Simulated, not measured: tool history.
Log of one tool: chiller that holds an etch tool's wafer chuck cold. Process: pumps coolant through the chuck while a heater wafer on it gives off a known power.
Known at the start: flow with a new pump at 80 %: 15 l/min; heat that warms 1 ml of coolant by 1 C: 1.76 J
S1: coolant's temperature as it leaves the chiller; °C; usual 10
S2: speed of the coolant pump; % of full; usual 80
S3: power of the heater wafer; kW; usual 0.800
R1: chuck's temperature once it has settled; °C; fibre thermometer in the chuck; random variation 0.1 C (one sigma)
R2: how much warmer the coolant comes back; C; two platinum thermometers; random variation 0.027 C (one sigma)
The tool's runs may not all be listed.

{"run": 1, "hour": 0.0, "S1": 10, "S2": 80, "S3": 0.8, "R1": 18.6, "R2": 1.84}
{"run": 2, "hour": 29.1, "S1": 10, "S2": 80, "S3": 0.8, "R1": 18.8, "R2": 1.87}
{"run": 3, "hour": 70.3, "S1": 10, "S2": 80, "S3": 0.8, "R1": 18.6, "R2": 1.83}
{"run": 4, "hour": 107.5, "S1": 10, "S2": 80, "S3": 0.8, "R1": 18.8, "R2": 1.85}
{"run": 5, "hour": 142.8, "S1": 10, "S2": 85, "S3": 0.8, "R1": 18.3, "R2": 1.8}
{"run": 6, "hour": 178.4, "S1": 10, "S2": 85, "S3": 0.8, "R1": 18.5, "R2": 1.78}
{"run": 7, "hour": 202.8, "S1": 10, "S2": 85, "S3": 0.8, "R1": 18.6, "R2": 1.74}
{"run": 8, "hour": 241.5, "S1": 10, "S2": 85, "S3": 0.8, "R1": 18.6, "R2": 1.81}
{"run": 9, "hour": 273.2, "S1": 10, "S2": 80, "S3": 0.8, "R1": 18.8, "R2": 1.87}
{"run": 10, "hour": 298.4, "S1": 10, "S2": 80, "S3": 0.8, "R1": 18.9, "R2": 1.92}
{"run": 11, "hour": 324.4, "S1": 10, "S2": 80, "S3": 0.8, "R1": 18.9, "R2": 1.86}
{"run": 12, "hour": 360.1, "S1": 10, "S2": 80, "S3": 0.8, "R1": 18.8, "R2": 1.84}
{"run": 13, "hour": 408.1, "S1": 10, "S2": 80, "S3": 0.8, "R1": 19.2, "R2": 1.91}
{"run": 14, "hour": 436.5, "S1": 10, "S2": 83, "S3": 0.8, "R1": 18.7, "R2": 1.83}
{"run": 15, "hour": 468.5, "S1": 10, "S2": 83, "S3": 0.8, "R1": 18.9, "R2": 1.8}
{"run": 16, "hour": 498.6, "S1": 10, "S2": 80, "S3": 0.693, "R1": 18.0, "R2": 1.66}
{"run": 17, "hour": 525.2, "S1": 4, "S2": 78, "S3": 0.546, "R1": 10.3, "R2": 1.29}
{"run": 18, "hour": 562.7, "S1": 4, "S2": 78, "S3": 0.546, "R1": 10.4, "R2": 1.31}
{"run": 19, "hour": 592.7, "S1": 8, "S2": 80, "S3": 1.11, "R1": 20.6, "R2": 2.62}
{"run": 20, "hour": 624.5, "S1": 10, "S2": 66, "S3": 0.8, "R1": 20.6, "R2": 2.3}
{"run": 21, "hour": 661.6, "S1": 10, "S2": 66, "S3": 0.8, "R1": 20.0, "R2": 2.27}
{"run": 22, "hour": 704.0, "S1": 10, "S2": 66, "S3": 0.8, "R1": 18.3, "R2": 2.34}
{"run": 23, "hour": 736.8, "S1": 10, "S2": 80, "S3": 0.435, "R1": 14.2, "R2": 1.06}
{"run": 24, "hour": 783.2, "S1": 10, "S2": 80, "S3": 0.511, "R1": 14.6, "R2": 1.18}
{"run": 25, "hour": 805.7, "S1": 1, "S2": 69, "S3": 0.8, "R1": 9.2, "R2": 2.2}
{"run": 26, "hour": 828.7, "S1": 12, "S2": 80, "S3": 1.152, "R1": 22.7, "R2": 2.72}
{"run": 27, "hour": 872.9, "S1": 12, "S2": 80, "S3": 1.152, "R1": 22.6, "R2": 2.73}
{"run": 28, "hour": 905.9, "S1": 6, "S2": 77, "S3": 1.19, "R1": 17.2, "R2": 2.89}
{"run": 29, "hour": 933.2, "S1": 6, "S2": 77, "S3": 1.19, "R1": 17.5, "R2": 2.93}
{"run": 30, "hour": 975.3, "S1": 6, "S2": 77, "S3": 1.19, "R1": 17.3, "R2": 2.94}

Not shown: 3 entries that the log had between the listed runs. Between which runs, and how does the tool's hidden state differ before and after?
Between runs 12 and 13: chiller's thermometer calibrated (hour 365.6)
  heat passed by the chuck's channels, % of clean ones': 82 -> 81.8; coolant's true temperature over the reading, C: 0.28 -> 0.38
  measured less the result without the state, R1: +1.8 -> +2.0 °C; R2: +0.06 -> +0.06 C
Between runs 20 and 21: chiller's thermometer calibrated, once more (hour 646.5)
  heat passed by the chuck's channels, % of clean ones': 80.9 -> 80.7; flow at a given pump speed, % of a new pump's: 96.6 -> 96.5; coolant's true temperature over the reading, C: 0.39 -> 0.01
  measured less the result without the state, R1: +2.3 -> +1.9 °C; R2: +0.08 -> +0.09 C
Between runs 21 and 22: coolant changed, channels flushed (hour 701.8)
  heat passed by the chuck's channels, % of clean ones': 80.7 -> 99.7; coolant's true temperature over the reading, C: 0.01 -> 0.02
  measured less the result without the state, R1: +1.9 -> +0.2 °C; R2: +0.09 -> +0.08 C
